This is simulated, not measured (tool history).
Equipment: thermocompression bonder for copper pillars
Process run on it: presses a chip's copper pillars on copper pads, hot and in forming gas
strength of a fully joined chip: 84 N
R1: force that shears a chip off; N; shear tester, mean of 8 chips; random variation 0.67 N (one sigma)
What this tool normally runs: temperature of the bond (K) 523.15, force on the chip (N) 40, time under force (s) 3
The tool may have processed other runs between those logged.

run 1 day=0 | temperature_of_the_bond_(K)=523.15 force_on_the_chip_(N)=40 time_under_force_(s)=3 | R1=44.2
run 2 day=1.617 | temperature_of_the_bond_(K)=523.15 force_on_the_chip_(N)=40 time_under_force_(s)=2 | R1=38.7
run 3 day=3.371 | temperature_of_the_bond_(K)=506.15 force_on_the_chip_(N)=40 time_under_force_(s)=2 | R1=31.2
run 4 day=4.792 | temperature_of_the_bond_(K)=523.15 force_on_the_chip_(N)=54 time_under_force_(s)=3 | R1=55.9
-- day=5.425 forming gas filter changed
run 5 day=6.233 | temperature_of_the_bond_(K)=523.15 force_on_the_chip_(N)=54 time_under_force_(s)=3 | R1=56.8
run 6 day=7.704 | temperature_of_the_bond_(K)=523.15 force_on_the_chip_(N)=54 time_under_force_(s)=3 | R1=56.5
run 7 day=8.962 | temperature_of_the_bond_(K)=523.15 force_on_the_chip_(N)=54 time_under_force_(s)=3 | R1=55.5
run 8 day=10.8 | temperature_of_the_bond_(K)=546.15 force_on_the_chip_(N)=40 time_under_force_(s)=3 | R1=55.9
-- day=12.362 heater calibrated with a thermocouple chip
run 9 day=12.808 | temperature_of_the_bond_(K)=546.15 force_on_the_chip_(N)=40 time_under_force_(s)=3 | R1=55.1
run 10 day=14.317 | temperature_of_the_bond_(K)=546.15 force_on_the_chip_(N)=40 time_under_force_(s)=3 | R1=53.5
run 11 day=16.446 | temperature_of_the_bond_(K)=516.15 force_on_the_chip_(N)=40 time_under_force_(s)=3 | R1=41.6
run 12 day=18.9 | temperature_of_the_bond_(K)=516.15 force_on_the_chip_(N)=40 time_under_force_(s)=3 | R1=39.6
-- day=19.629 forming gas filter changed
run 13 day=20.654 | temperature_of_the_bond_(K)=523.15 force_on_the_chip_(N)=40 time_under_force_(s)=3 | R1=45.2
run 14 day=21.971 | temperature_of_the_bond_(K)=523.15 force_on_the_chip_(N)=40 time_under_force_(s)=3 | R1=44.3
run 15 day=23.1 | temperature_of_the_bond_(K)=523.15 force_on_the_chip_(N)=40 time_under_force_(s)=3 | R1=44
run 16 day=24.133 | temperature_of_the_bond_(K)=523.15 force_on_the_chip_(N)=40 time_under_force_(s)=3 | R1=44.4
run 17 day=25.312 | temperature_of_the_bond_(K)=523.15 force_on_the_chip_(N)=40 time_under_force_(s)=3 | R1=44.9
run 18 day=26.525 | temperature_of_the_bond_(K)=523.15 force_on_the_chip_(N)=40 time_under_force_(s)=3 | R1=43.1
run 19 day=28.254 | temperature_of_the_bond_(K)=523.15 force_on_the_chip_(N)=40 time_under_force_(s)=3 | R1=44.5
run 20 day=29.538 | temperature_of_the_bond_(K)=523.15 force_on_the_chip_(N)=45 time_under_force_(s)=3 | R1=47.7
run 21 day=31.333 | temperature_of_the_bond_(K)=496.15 force_on_the_chip_(N)=27 time_under_force_(s)=5 | R1=26.8
run 22 day=33.35 | temperature_of_the_bond_(K)=525.15 force_on_the_chip_(N)=39 time_under_force_(s)=6 | R1=55.3
-- day=33.754 forming gas filter changed
run 23 day=34.496 | temperature_of_the_bond_(K)=495.15 force_on_the_chip_(N)=40 time_under_force_(s)=7 | R1=42.7
run 24 day=36.425 | temperature_of_the_bond_(K)=494.15 force_on_the_chip_(N)=40 time_under_force_(s)=7 | R1=43.4
run 25 day=38.692 | temperature_of_the_bond_(K)=494.15 force_on_the_chip_(N)=29 time_under_force_(s)=2 | R1=19.5
run 26 day=39.958 | temperature_of_the_bond_(K)=539.15 force_on_the_chip_(N)=40 time_under_force_(s)=3 | R1=51.1
run 27 day=42.275 | temperature_of_the_bond_(K)=539.15 force_on_the_chip_(N)=40 time_under_force_(s)=3 | R1=51.4
-- day=42.542 force cell calibrated
run 28 day=44.633 | temperature_of_the_bond_(K)=539.15 force_on_the_chip_(N)=40 time_under_force_(s)=3 | R1=52.7
run 29 day=46.408 | temperature_of_the_bond_(K)=539.15 force_on_the_chip_(N)=40 time_under_force_(s)=3 | R1=52.1
run 30 day=47.662 | temperature_of_the_bond_(K)=545.15 force_on_the_chip_(N)=26 time_under_force_(s)=7 | R1=50.7
-- day=47.829 forming gas filter changed
run 31 day=49.933 | temperature_of_the_bond_(K)=545.15 force_on_the_chip_(N)=26 time_under_force_(s)=7 | R1=51.5
run 32 day=51.304 | temperature_of_the_bond_(K)=553.15 force_on_the_chip_(N)=36 time_under_force_(s)=3 | R1=53.6
run 33 day=52.958 | temperature_of_the_bond_(K)=553.15 force_on_the_chip_(N)=36 time_under_force_(s)=3 | R1=54.7
run 34 day=54.338 | temperature_of_the_bond_(K)=512.15 force_on_the_chip_(N)=34 time_under_force_(s)=4 | R1=38
run 35 day=55.683 | temperature_of_the_bond_(K)=512.15 force_on_the_chip_(N)=34 time_under_force_(s)=4 | R1=38.3
run 36 day=57.4 | temperature_of_the_bond_(K)=512.15 force_on_the_chip_(N)=34 time_under_force_(s)=6 | R1=42.8
run 37 day=59.008 | temperature_of_the_bond_(K)=512.15 force_on_the_chip_(N)=33 time_under_force_(s)=6 | R1=42.2
run 38 day=61.408 | temperature_of_the_bond_(K)=512.15 force_on_the_chip_(N)=33 time_under_force_(s)=6 | R1=43
-- day=61.867 forming gas filter changed
run 39 day=63.704 | temperature_of_the_bond_(K)=512.15 force_on_the_chip_(N)=33 time_under_force_(s)=6 | R1=42.2
run 40 day=64.908 | temperature_of_the_bond_(K)=512.15 force_on_the_chip_(N)=33 time_under_force_(s)=6 | R1=43.3

Each row is a separate what-if for the run after 40, all from the same tool condition, not one after another. Results?
run A day=66.075 | temperature_of_the_bond_(K)=547.15 force_on_the_chip_(N)=25 time_under_force_(s)=2 | R1=?
run B day=66.075 | temperature_of_the_bond_(K)=552.15 force_on_the_chip_(N)=48 time_under_force_(s)=2 | R1=?
run C day=66.075 | temperature_of_the_bond_(K)=529.15 force_on_the_chip_(N)=40 time_under_force_(s)=4 | R1=?
run D day=66.075 | temperature_of_the_bond_(K)=551.15 force_on_the_chip_(N)=40 time_under_force_(s)=4 | R1=?

run=A R1=32.1
run=B R1=58.4
run=C R1=50.9
run=D R1=61.3
Had the tool no hidden state, the same runs would have come out as:
run=A R1=32.1
run=B R1=58.4
run=C R1=50.9
run=D R1=61.3
